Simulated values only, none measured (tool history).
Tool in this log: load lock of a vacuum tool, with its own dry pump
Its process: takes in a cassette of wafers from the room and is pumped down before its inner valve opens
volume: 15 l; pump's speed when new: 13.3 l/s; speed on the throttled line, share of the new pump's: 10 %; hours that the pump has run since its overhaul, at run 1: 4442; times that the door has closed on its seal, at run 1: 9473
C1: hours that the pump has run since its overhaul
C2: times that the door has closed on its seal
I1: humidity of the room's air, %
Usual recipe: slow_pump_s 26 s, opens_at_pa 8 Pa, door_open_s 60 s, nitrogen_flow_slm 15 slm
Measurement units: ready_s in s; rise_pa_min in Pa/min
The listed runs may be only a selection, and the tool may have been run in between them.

run 1 hour=0.0 | slow_pump_s=26 opens_at_pa=8 door_open_s=60 nitrogen_flow_slm=15 | C1=4442 C2=9473 | I1=46.5 | ready_s=34.5 rise_pa_min=0.068
run 2 hour=161.5 | slow_pump_s=26 opens_at_pa=8 door_open_s=60 nitrogen_flow_slm=15 | C1=4604 C2=9991 | I1=45.4 | ready_s=34.5 rise_pa_min=0.066
run 3 hour=410.2 | slow_pump_s=26 opens_at_pa=8 door_open_s=60 nitrogen_flow_slm=15 | C1=4852 C2=10788 | I1=46.1 | ready_s=34.6 rise_pa_min=0.068
run 4 hour=655.9 | slow_pump_s=26 opens_at_pa=8 door_open_s=60 nitrogen_flow_slm=15 | C1=5098 C2=11575 | I1=46.6 | ready_s=34.5 rise_pa_min=0.078
run 5 hour=1027.7 | slow_pump_s=26 opens_at_pa=8 door_open_s=60 nitrogen_flow_slm=15 | C1=5470 C2=12766 | I1=47.5 | ready_s=34.7 rise_pa_min=0.077
run 6 hour=1363.9 | slow_pump_s=26 opens_at_pa=8 door_open_s=60 nitrogen_flow_slm=5 | C1=5806 C2=13844 | I1=47.0 | ready_s=34.7 rise_pa_min=0.104
run 7 hour=1743.3 | slow_pump_s=26 opens_at_pa=8 door_open_s=60 nitrogen_flow_slm=5 | C1=6185 C2=15059 | I1=46.5 | ready_s=34.8 rise_pa_min=0.099
run 8 hour=2077.5 | slow_pump_s=26 opens_at_pa=8 door_open_s=60 nitrogen_flow_slm=5 | C1=6520 C2=16130 | I1=46.0 | ready_s=34.9 rise_pa_min=0.106
run 9 hour=2414.8 | slow_pump_s=26 opens_at_pa=8 door_open_s=60 nitrogen_flow_slm=5 | C1=6857 C2=17211 | I1=43.4 | ready_s=34.8 rise_pa_min=0.113
run 10 hour=2793.5 | slow_pump_s=26 opens_at_pa=8 door_open_s=60 nitrogen_flow_slm=5 | C1=7236 C2=18425 | I1=43.1 | ready_s=34.7 rise_pa_min=0.113
run 11 hour=3038.9 | slow_pump_s=26 opens_at_pa=8 door_open_s=60 nitrogen_flow_slm=5 | C1=7481 C2=19211 | I1=47.9 | ready_s=34.9 rise_pa_min=0.123
run 12 hour=3309.2 | slow_pump_s=26 opens_at_pa=8 door_open_s=60 nitrogen_flow_slm=5 | C1=7751 C2=20077 | I1=43.4 | ready_s=34.9 rise_pa_min=0.118
run 13 hour=3541.2 | slow_pump_s=26 opens_at_pa=8 door_open_s=60 nitrogen_flow_slm=5 | C1=7983 C2=20820 | I1=45.8 | ready_s=35.0 rise_pa_min=0.126
run 14 hour=3900.4 | slow_pump_s=26 opens_at_pa=8 door_open_s=60 nitrogen_flow_slm=28 | C1=8343 C2=21972 | I1=48.4 | ready_s=34.9 rise_pa_min=0.106
run 15 hour=4177.1 | slow_pump_s=26 opens_at_pa=8 door_open_s=60 nitrogen_flow_slm=15 | C1=8619 C2=22858 | I1=42.7 | ready_s=35.0 rise_pa_min=0.122
run 16 hour=4524.3 | slow_pump_s=26 opens_at_pa=15 door_open_s=192 nitrogen_flow_slm=15 | C1=8966 C2=23971 | I1=42.2 | ready_s=34.3 rise_pa_min=0.161
run 17 hour=4765.9 | slow_pump_s=21 opens_at_pa=15 door_open_s=49 nitrogen_flow_slm=6 | C1=9208 C2=24745 | I1=41.9 | ready_s=29.8 rise_pa_min=0.131
run 18 hour=4981.7 | slow_pump_s=21 opens_at_pa=15 door_open_s=49 nitrogen_flow_slm=6 | C1=9424 C2=25436 | I1=46.1 | ready_s=29.7 rise_pa_min=0.138
run 19 hour=5349.1 | slow_pump_s=21 opens_at_pa=15 door_open_s=54 nitrogen_flow_slm=21 | C1=9791 C2=26614 | I1=42.7 | ready_s=29.7 rise_pa_min=0.132
run 20 hour=5670.6 | slow_pump_s=26 opens_at_pa=8 door_open_s=105 nitrogen_flow_slm=7 | C1=10113 C2=27644 | I1=44.9 | ready_s=35.0 rise_pa_min=0.175
-- hour=5771.2 dry pump taken out, an overhauled one fitted
run 21 hour=5984.5 | slow_pump_s=26 opens_at_pa=11 door_open_s=46 nitrogen_flow_slm=10 | C1=213 C2=28630 | I1=45.7 | ready_s=34.0 rise_pa_min=0.149
run 22 hour=6342.8 | slow_pump_s=24 opens_at_pa=9 door_open_s=136 nitrogen_flow_slm=4 | C1=572 C2=29779 | I1=46.9 | ready_s=32.2 rise_pa_min=0.202
run 23 hour=6527.8 | slow_pump_s=27 opens_at_pa=8 door_open_s=60 nitrogen_flow_slm=22 | C1=757 C2=30371 | I1=48.0 | ready_s=35.3 rise_pa_min=0.153
run 24 hour=6736.7 | slow_pump_s=27 opens_at_pa=8 door_open_s=46 nitrogen_flow_slm=22 | C1=966 C2=31041 | I1=42.4 | ready_s=35.1 rise_pa_min=0.155
run 25 hour=7049.3 | slow_pump_s=23 opens_at_pa=15 door_open_s=76 nitrogen_flow_slm=8 | C1=1278 C2=32042 | I1=44.2 | ready_s=31.0 rise_pa_min=0.180
run 26 hour=7218.1 | slow_pump_s=22 opens_at_pa=9 door_open_s=60 nitrogen_flow_slm=15 | C1=1447 C2=32583 | I1=43.6 | ready_s=30.6 rise_pa_min=0.170
run 27 hour=7467.4 | slow_pump_s=22 opens_at_pa=9 door_open_s=61 nitrogen_flow_slm=31 | C1=1696 C2=33382 | I1=48.1 | ready_s=30.7 rise_pa_min=0.162
run 28 hour=7795.3 | slow_pump_s=22 opens_at_pa=9 door_open_s=61 nitrogen_flow_slm=31 | C1=2024 C2=34433 | I1=41.9 | ready_s=30.6 rise_pa_min=0.169
run 29 hour=8121.8 | slow_pump_s=17 opens_at_pa=7 door_open_s=105 nitrogen_flow_slm=8 | C1=2351 C2=35479 | I1=46.7 | ready_s=26.6 rise_pa_min=0.211
run 30 hour=8376.1 | slow_pump_s=18 opens_at_pa=8 door_open_s=125 nitrogen_flow_slm=15 | C1=2605 C2=36294 | I1=43.7 | ready_s=27.3 rise_pa_min=0.207

5 ways to go on from here, each from the tool as it stands after run 30. What would each give?
run A hour=8607.6 | slow_pump_s=13 opens_at_pa=8 door_open_s=125 nitrogen_flow_slm=15 | C1=2836 C2=37036 | I1=44.7 | ready_s=? rise_pa_min=?
run B hour=8607.6 | slow_pump_s=16 opens_at_pa=8 door_open_s=125 nitrogen_flow_slm=15 | C1=2836 C2=37036 | I1=45.4 | ready_s=? rise_pa_min=?
run C hour=8607.6 | slow_pump_s=21 opens_at_pa=8 door_open_s=60 nitrogen_flow_slm=9 | C1=2836 C2=37036 | I1=47.5 | ready_s=? rise_pa_min=?
run D hour=8607.6 | slow_pump_s=26 opens_at_pa=8 door_open_s=47 nitrogen_flow_slm=15 | C1=2836 C2=37036 | I1=41.5 | ready_s=? rise_pa_min=?
run E hour=8607.6 | slow_pump_s=26 opens_at_pa=11 door_open_s=45 nitrogen_flow_slm=15 | C1=2836 C2=37036 | I1=44.5 | ready_s=? rise_pa_min=?

run=A ready_s=22.8 rise_pa_min=0.212
run=B ready_s=25.4 rise_pa_min=0.215
run=C ready_s=29.8 rise_pa_min=0.203
run=D ready_s=34.4 rise_pa_min=0.186
run=E ready_s=34.4 rise_pa_min=0.189
With the hidden condition removed and each run's random variation left untouched, the same runs would have given:
run=A ready_s=22.4 rise_pa_min=0.061
run=B ready_s=25.1 rise_pa_min=0.066
run=C ready_s=29.5 rise_pa_min=0.057
run=D ready_s=34.0 rise_pa_min=0.038
run=E ready_s=34.1 rise_pa_min=0.041
